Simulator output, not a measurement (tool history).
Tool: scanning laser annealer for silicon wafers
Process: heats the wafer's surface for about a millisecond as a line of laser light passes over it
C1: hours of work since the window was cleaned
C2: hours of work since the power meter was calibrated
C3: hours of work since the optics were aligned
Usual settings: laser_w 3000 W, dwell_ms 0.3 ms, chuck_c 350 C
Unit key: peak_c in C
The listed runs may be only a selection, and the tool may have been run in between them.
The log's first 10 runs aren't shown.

{"run": 11, "hour": 236.1, "laser_w": 3000, "dwell_ms": 0.3, "chuck_c": 350, "C1": 427, "C2": 360, "C3": 1126, "peak_c": 1002}
{"run": 12, "hour": 251.0, "laser_w": 3000, "dwell_ms": 0.3, "chuck_c": 350, "C1": 438, "C2": 371, "C3": 1137, "peak_c": 1000}
{"run": 13, "hour": 279.6, "laser_w": 3000, "dwell_ms": 0.3, "chuck_c": 350, "C1": 459, "C2": 392, "C3": 1158, "peak_c": 996}
{"hour": 288.7, "done": "optics aligned, line set to its width"}
{"hour": 294.8, "done": "window over the wafer cleaned"}
{"run": 14, "hour": 301.2, "laser_w": 3000, "dwell_ms": 0.3, "chuck_c": 350, "C1": 5, "C2": 403, "C3": 8, "peak_c": 1051}
{"run": 15, "hour": 323.4, "laser_w": 3000, "dwell_ms": 0.3, "chuck_c": 350, "C1": 21, "C2": 420, "C3": 24, "peak_c": 1047}
{"run": 16, "hour": 354.8, "laser_w": 2709, "dwell_ms": 0.369, "chuck_c": 336, "C1": 45, "C2": 443, "C3": 48, "peak_c": 1030}
{"run": 17, "hour": 377.2, "laser_w": 3000, "dwell_ms": 0.361, "chuck_c": 350, "C1": 61, "C2": 460, "C3": 64, "peak_c": 1122}
{"run": 18, "hour": 408.6, "laser_w": 3032, "dwell_ms": 0.255, "chuck_c": 350, "C1": 85, "C2": 483, "C3": 88, "peak_c": 988}
{"run": 19, "hour": 432.3, "laser_w": 2995, "dwell_ms": 0.3, "chuck_c": 390, "C1": 103, "C2": 501, "C3": 106, "peak_c": 1076}
{"run": 20, "hour": 464.2, "laser_w": 3000, "dwell_ms": 0.29, "chuck_c": 375, "C1": 126, "C2": 525, "C3": 129, "peak_c": 1046}
{"run": 21, "hour": 489.7, "laser_w": 3000, "dwell_ms": 0.3, "chuck_c": 332, "C1": 145, "C2": 544, "C3": 148, "peak_c": 1016}
{"run": 22, "hour": 503.8, "laser_w": 3000, "dwell_ms": 0.3, "chuck_c": 332, "C1": 156, "C2": 554, "C3": 159, "peak_c": 1016}
{"run": 23, "hour": 523.4, "laser_w": 3000, "dwell_ms": 0.3, "chuck_c": 332, "C1": 170, "C2": 569, "C3": 173, "peak_c": 1011}
{"run": 24, "hour": 552.4, "laser_w": 3000, "dwell_ms": 0.333, "chuck_c": 332, "C1": 192, "C2": 590, "C3": 195, "peak_c": 1053}
{"run": 25, "hour": 577.5, "laser_w": 3044, "dwell_ms": 0.249, "chuck_c": 311, "C1": 211, "C2": 609, "C3": 214, "peak_c": 932}
{"run": 26, "hour": 606.7, "laser_w": 3044, "dwell_ms": 0.249, "chuck_c": 311, "C1": 232, "C2": 631, "C3": 236, "peak_c": 927}
{"run": 27, "hour": 627.2, "laser_w": 3044, "dwell_ms": 0.249, "chuck_c": 311, "C1": 248, "C2": 646, "C3": 251, "peak_c": 929}
{"run": 28, "hour": 660.1, "laser_w": 2692, "dwell_ms": 0.224, "chuck_c": 343, "C1": 272, "C2": 671, "C3": 275, "peak_c": 838}
{"run": 29, "hour": 674.1, "laser_w": 2692, "dwell_ms": 0.224, "chuck_c": 343, "C1": 283, "C2": 681, "C3": 286, "peak_c": 846}
{"run": 30, "hour": 691.5, "laser_w": 3141, "dwell_ms": 0.357, "chuck_c": 331, "C1": 296, "C2": 694, "C3": 299, "peak_c": 1117}

What if the next run were any one of these 5? Each begins from the tool's condition after run 30:
{"run": "A", "hour": 713.1, "laser_w": 2613, "dwell_ms": 0.3, "chuck_c": 342, "C1": 312, "C2": 710, "C3": 315, "peak_c": "?"}
{"run": "B", "hour": 713.1, "laser_w": 3000, "dwell_ms": 0.268, "chuck_c": 335, "C1": 312, "C2": 710, "C3": 315, "peak_c": "?"}
{"run": "C", "hour": 713.1, "laser_w": 2830, "dwell_ms": 0.234, "chuck_c": 317, "C1": 312, "C2": 710, "C3": 315, "peak_c": "?"}
{"run": "D", "hour": 713.1, "laser_w": 3125, "dwell_ms": 0.266, "chuck_c": 341, "C1": 312, "C2": 710, "C3": 315, "peak_c": "?"}
{"run": "E", "hour": 713.1, "laser_w": 3141, "dwell_ms": 0.357, "chuck_c": 358, "C1": 312, "C2": 710, "C3": 315, "peak_c": "?"}

run=A peak_c=911
run=B peak_c=959
run=C peak_c=858
run=D peak_c=995
run=E peak_c=1139
Stripped of hidden state, with their random variation kept, the same runs would have yielded:
run=A peak_c=939
run=B peak_c=990
run=C peak_c=884
run=D peak_c=1027
run=E peak_c=1177

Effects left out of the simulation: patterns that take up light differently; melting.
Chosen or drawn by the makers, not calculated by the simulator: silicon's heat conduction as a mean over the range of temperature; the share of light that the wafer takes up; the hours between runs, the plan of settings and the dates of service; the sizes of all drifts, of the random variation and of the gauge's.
